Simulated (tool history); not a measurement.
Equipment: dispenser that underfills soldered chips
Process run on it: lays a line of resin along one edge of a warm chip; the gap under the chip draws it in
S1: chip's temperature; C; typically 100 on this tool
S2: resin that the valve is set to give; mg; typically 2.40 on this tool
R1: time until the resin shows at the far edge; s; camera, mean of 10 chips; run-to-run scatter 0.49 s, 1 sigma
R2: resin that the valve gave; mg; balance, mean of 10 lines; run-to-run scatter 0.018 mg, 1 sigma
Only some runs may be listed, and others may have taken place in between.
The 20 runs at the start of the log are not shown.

Run 21, day 3.754: usual settings but S1 91 C, S2 2.14 mg. Result: R1 71.6 s, R2 2.11 mg.
Run 22, day 3.871: usual settings but S1 91 C, S2 2.14 mg. Result: R1 78.7 s, R2 2.09 mg.
Run 23, day 3.983: usual settings but S1 91 C, S2 2.14 mg. Result: R1 85.3 s, R2 2.12 mg.
At day 4.017: new syringe of resin.
Run 24, day 4.100: usual settings but S1 94 C, S2 2.20 mg. Result: R1 50.8 s, R2 2.14 mg.
Run 25, day 4.225: usual settings but S1 102 C, S2 2.01 mg. Result: R1 40.2 s, R2 1.96 mg.
Run 26, day 4.433: usual settings but S1 102 C, S2 2.01 mg. Result: R1 47.3 s, R2 1.95 mg.
Run 27, day 4.538: usual settings but S1 102 C, S2 2.01 mg. Result: R1 50.8 s, R2 1.93 mg.
At day 4.567: new syringe of resin.
Run 28, day 4.779: usual settings but S1 91 C, S2 2.33 mg. Result: R1 65.0 s, R2 2.25 mg.
Run 29, day 4.992: usual settings but S1 91 C, S2 2.33 mg. Result: R1 77.3 s, R2 2.26 mg.
At day 5.121: new syringe of resin.
Run 30, day 5.162: usual settings but S1 101 C, S2 2.46 mg. Result: R1 35.7 s, R2 2.38 mg.
Run 31, day 5.379: usual settings but S1 107 C, S2 2.02 mg. Result: R1 33.7 s, R2 1.96 mg.
Run 32, day 5.600: usual settings but S1 96 C, S2 2.30 mg. Result: R1 62.2 s, R2 2.21 mg.
At day 5.667: new syringe of resin.
Run 33, day 5.838: usual settings but S1 86 C, S2 2.15 mg. Result: R1 78.9 s, R2 2.04 mg.
Run 34, day 5.946: usual settings but S1 112 C, S2 2.26 mg. Result: R1 26.8 s, R2 2.16 mg.
Run 35, day 6.154: usual settings but S1 112 C, S2 2.26 mg. Result: R1 30.8 s, R2 2.13 mg.

Here are 3 independent what-if runs from the current tool condition. What would each one return?
At day 6.212: new syringe of resin.
Run A, day 6.354: usual settings but S1 96 C. Result: R1 ?, R2 ?.
At day 6.212: new syringe of resin.
Run B, day 6.354: usual settings but S1 90 C, S2 2.03 mg. Result: R1 ?, R2 ?.
At day 6.212: new syringe of resin.
Run C, day 6.354: usual settings but S1 99 C, S2 2.07 mg. Result: R1 ?, R2 ?.

run    R1    R2
  A  48.3  2.29
  B  65.9  1.92
  C  43.0  2.00
Without the tool's hidden state the same runs would have given:
run    R1    R2
  A  46.7  2.42
  B  63.5  2.03
  C  41.3  2.11

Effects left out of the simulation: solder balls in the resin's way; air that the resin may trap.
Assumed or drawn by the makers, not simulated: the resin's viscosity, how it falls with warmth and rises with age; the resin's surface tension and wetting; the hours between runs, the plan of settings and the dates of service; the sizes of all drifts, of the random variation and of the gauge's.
